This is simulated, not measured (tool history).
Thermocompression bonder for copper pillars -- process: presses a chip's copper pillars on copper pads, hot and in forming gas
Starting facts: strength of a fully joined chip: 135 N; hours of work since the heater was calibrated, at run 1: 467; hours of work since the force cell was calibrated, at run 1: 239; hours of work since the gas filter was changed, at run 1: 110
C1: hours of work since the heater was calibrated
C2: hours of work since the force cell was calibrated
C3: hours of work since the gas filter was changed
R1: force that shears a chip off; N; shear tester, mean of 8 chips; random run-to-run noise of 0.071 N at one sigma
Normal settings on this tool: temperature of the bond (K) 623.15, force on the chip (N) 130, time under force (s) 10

Run 1, hour 0.0: usual settings; C1 467; C2 239; C3 110. Result: R1 54.21 N.
Run 2, hour 7.0: usual settings but temperature of the bond (K) 624.15; C1 471; C2 243; C3 113. Result: R1 54.66 N.
Run 3, hour 16.1: usual settings but temperature of the bond (K) 624.15; C1 475; C2 247; C3 118. Result: R1 54.62 N.
Run 4, hour 23.9: usual settings but temperature of the bond (K) 619.15; C1 479; C2 251; C3 122. Result: R1 52.68 N.
Run 5, hour 34.9: usual settings; C1 485; C2 257; C3 128. Result: R1 54.21 N.
Run 6, hour 40.4: usual settings; C1 488; C2 260; C3 130. Result: R1 54.43 N.
Run 7, hour 45.5: usual settings; C1 490; C2 263; C3 133. Result: R1 54.30 N.
Run 8, hour 55.8: usual settings; C1 496; C2 268; C3 138. Result: R1 54.16 N.
Run 9, hour 62.8: usual settings; C1 499; C2 271; C3 142. Result: R1 54.29 N.
Run 10, hour 72.5: usual settings but time under force (s) 28; C1 504; C2 276; C3 147. Result: R1 77.87 N.
Run 11, hour 78.0: usual settings but time under force (s) 28; C1 507; C2 279; C3 150. Result: R1 77.84 N.
At hour 80.7: heater calibrated with a thermocouple chip.
Run 12, hour 85.4: usual settings but time under force (s) 28; C1 2; C2 282; C3 152. Result: R1 77.59 N.
Run 13, hour 91.6: usual settings but temperature of the bond (K) 649.15, time under force (s) 28; C1 6; C2 285; C3 156. Result: R1 89.24 N.
Run 14, hour 104.2: usual settings but temperature of the bond (K) 649.15, time under force (s) 5; C1 12; C2 292; C3 162. Result: R1 49.41 N.
Run 15, hour 112.6: usual settings but temperature of the bond (K) 602.15, force on the chip (N) 126, time under force (s) 20; C1 16; C2 296; C3 166. Result: R1 59.04 N.
Run 16, hour 118.5: usual settings but temperature of the bond (K) 637.15, force on the chip (N) 190; C1 19; C2 299; C3 169. Result: R1 77.43 N.
Run 17, hour 131.0: usual settings but temperature of the bond (K) 637.15, force on the chip (N) 190; C1 26; C2 305; C3 176. Result: R1 77.40 N.
Run 18, hour 136.9: usual settings but temperature of the bond (K) 601.15, force on the chip (N) 118, time under force (s) 12; C1 29; C2 308; C3 179. Result: R1 45.63 N.
Run 19, hour 142.4: usual settings but temperature of the bond (K) 613.15, force on the chip (N) 85, time under force (s) 6; C1 32; C2 311; C3 182. Result: R1 28.15 N.
Run 20, hour 153.5: usual settings but temperature of the bond (K) 613.15, force on the chip (N) 85, time under force (s) 6; C1 37; C2 317; C3 187. Result: R1 28.25 N.
Run 21, hour 160.3: usual settings but temperature of the bond (K) 613.15, force on the chip (N) 85, time under force (s) 6; C1 41; C2 320; C3 191. Result: R1 28.40 N.
Run 22, hour 167.0: usual settings but temperature of the bond (K) 609.15, force on the chip (N) 119, time under force (s) 18; C1 44; C2 324; C3 194. Result: R1 57.13 N.
Run 23, hour 177.6: usual settings but temperature of the bond (K) 609.15, force on the chip (N) 119, time under force (s) 18; C1 50; C2 329; C3 200. Result: R1 57.17 N.
Run 24, hour 184.5: usual settings but temperature of the bond (K) 651.15, time under force (s) 5; C1 53; C2 333; C3 203. Result: R1 50.14 N.
Run 25, hour 196.8: usual settings but temperature of the bond (K) 612.15, force on the chip (N) 126, time under force (s) 16; C1 60; C2 339; C3 210. Result: R1 58.38 N.

Run 26 comes next. What will it give?
Run 26, hour 203.3: usual settings but temperature of the bond (K) 638.15, force on the chip (N) 126, time under force (s) 16; C1 63; C2 343; C3 213. Result: R1 ?.

R1: 69.16 N
On a tool with no hidden condition, and with the same random variation, this run would have come out at R1 69.23 N.

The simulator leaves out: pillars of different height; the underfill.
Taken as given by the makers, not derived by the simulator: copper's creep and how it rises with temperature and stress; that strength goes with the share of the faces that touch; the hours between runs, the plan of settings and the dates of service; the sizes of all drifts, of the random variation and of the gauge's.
